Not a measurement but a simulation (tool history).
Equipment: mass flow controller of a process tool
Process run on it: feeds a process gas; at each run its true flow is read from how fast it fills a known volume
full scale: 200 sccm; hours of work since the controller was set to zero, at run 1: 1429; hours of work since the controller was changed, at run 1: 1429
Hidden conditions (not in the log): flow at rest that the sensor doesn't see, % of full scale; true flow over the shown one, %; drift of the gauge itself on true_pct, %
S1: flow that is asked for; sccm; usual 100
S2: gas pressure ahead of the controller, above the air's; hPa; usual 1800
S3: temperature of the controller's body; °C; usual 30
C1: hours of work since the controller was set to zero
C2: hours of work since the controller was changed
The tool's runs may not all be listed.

{"run": 1, "hour": 0.0, "S1": 100, "S2": 1800, "S3": 30, "C1": 1429, "C2": 1429, "true flow (%)": 98.92}
{"run": 2, "hour": 118.4, "S1": 100, "S2": 1800, "S3": 30, "C1": 1472, "C2": 1472, "true flow (%)": 99.01}
{"run": 3, "hour": 207.2, "S1": 100, "S2": 1800, "S3": 30, "C1": 1505, "C2": 1505, "true flow (%)": 99.14}
{"run": 4, "hour": 299.0, "S1": 100, "S2": 1800, "S3": 30, "C1": 1539, "C2": 1539, "true flow (%)": 99.22}
{"run": 5, "hour": 362.8, "S1": 100, "S2": 2520, "S3": 30, "C1": 1563, "C2": 1563, "true flow (%)": 99.55}
{"run": 6, "hour": 428.9, "S1": 100, "S2": 2520, "S3": 30, "C1": 1588, "C2": 1588, "true flow (%)": 99.55}
{"run": 7, "hour": 526.0, "S1": 100, "S2": 2520, "S3": 30, "C1": 1623, "C2": 1623, "true flow (%)": 99.51}
{"run": 8, "hour": 608.5, "S1": 100, "S2": 2520, "S3": 30, "C1": 1654, "C2": 1654, "true flow (%)": 99.65}
{"run": 9, "hour": 743.9, "S1": 100, "S2": 2520, "S3": 30, "C1": 1704, "C2": 1704, "true flow (%)": 99.67}
{"run": 10, "hour": 868.4, "S1": 100, "S2": 2520, "S3": 30, "C1": 1750, "C2": 1750, "true flow (%)": 99.63}
{"run": 11, "hour": 955.1, "S1": 100, "S2": 2030, "S3": 30, "C1": 1782, "C2": 1782, "true flow (%)": 99.64}
{"run": 12, "hour": 1065.4, "S1": 100, "S2": 2330, "S3": 30, "C1": 1823, "C2": 1823, "true flow (%)": 99.83}
{"run": 13, "hour": 1156.0, "S1": 26, "S2": 2320, "S3": 30, "C1": 1857, "C2": 1857, "true flow (%)": 99.04}
{"run": 14, "hour": 1228.9, "S1": 26, "S2": 2320, "S3": 30, "C1": 1884, "C2": 1884, "true flow (%)": 99.25}
{"run": 15, "hour": 1318.3, "S1": 26, "S2": 2320, "S3": 30, "C1": 1917, "C2": 1917, "true flow (%)": 99.27}
{"hour": 1351.8, "done": "gauge calibrated"}
{"run": 16, "hour": 1425.3, "S1": 173, "S2": 2230, "S3": 20, "C1": 1957, "C2": 1957, "true flow (%)": 100.09}
{"run": 17, "hour": 1557.0, "S1": 45, "S2": 2230, "S3": 31, "C1": 2005, "C2": 2005, "true flow (%)": 98.73}
{"run": 18, "hour": 1613.9, "S1": 45, "S2": 2230, "S3": 31, "C1": 2027, "C2": 2027, "true flow (%)": 98.9}
{"run": 19, "hour": 1711.8, "S1": 115, "S2": 1660, "S3": 37, "C1": 2063, "C2": 2063, "true flow (%)": 99.08}
{"run": 20, "hour": 1824.7, "S1": 111, "S2": 2630, "S3": 39, "C1": 2105, "C2": 2105, "true flow (%)": 99.25}
{"run": 21, "hour": 1938.0, "S1": 111, "S2": 2630, "S3": 39, "C1": 2147, "C2": 2147, "true flow (%)": 99.31}
{"run": 22, "hour": 2017.5, "S1": 111, "S2": 2630, "S3": 39, "C1": 2176, "C2": 2176, "true flow (%)": 99.41}
{"run": 23, "hour": 2105.5, "S1": 111, "S2": 2630, "S3": 39, "C1": 2209, "C2": 2209, "true flow (%)": 99.32}

Take each entry between the runs: how does the hidden state at the last listed run before it differ from the hidden state at the first listed run after it?
Runs 15 to 16: gauge calibrated (hour 1351.8)
  drift of the gauge itself on true_pct, %: 0.74 -> 0.04
  difference, measured minus the result without the unlogged condition, true flow (%): +0.72 -> +0.04
